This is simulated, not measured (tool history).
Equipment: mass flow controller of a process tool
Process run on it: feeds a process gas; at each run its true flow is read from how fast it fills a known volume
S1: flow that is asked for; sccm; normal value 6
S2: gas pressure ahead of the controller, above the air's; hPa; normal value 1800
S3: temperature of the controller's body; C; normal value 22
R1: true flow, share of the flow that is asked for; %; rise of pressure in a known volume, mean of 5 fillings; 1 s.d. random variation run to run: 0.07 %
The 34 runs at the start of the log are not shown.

run,hour,S1,S2,S3,R1
35,3858.6,12,1800,25,98.74
36,3992.1,12,1910,23,98.87
37,4143.2,2,2250,31,96.55
38,4307.0,7,2480,22,97.75
39,4401.7,7,2480,22,98.01
40,4484.1,7,2480,22,97.95
41,4615.3,7,2480,22,98.07
42,4705.1,12,1960,20,99.15
43,4852.0,12,1930,37,97.73
44,4994.3,10,1800,40,97.33
45,5112.5,10,2610,28,98.06
46,5276.9,10,2610,28,97.95
47,5365.4,10,2610,28,97.86
48,5481.5,7,1870,34,97.15
49,5580.2,13,2230,28,98.45

What if the next run were any one of these 3? Each begins from the tool's condition after run 49:
A,5748.1,13,1560,25,?
B,5748.1,19,2570,35,?
C,5748.1,4,2230,35,?

run,R1
A,99.02
B,98.80
C,96.60
Take away the tool's hidden state, keep each run's random variation, and the runs would have read:
run,R1
A,99.01
B,98.80
C,96.59
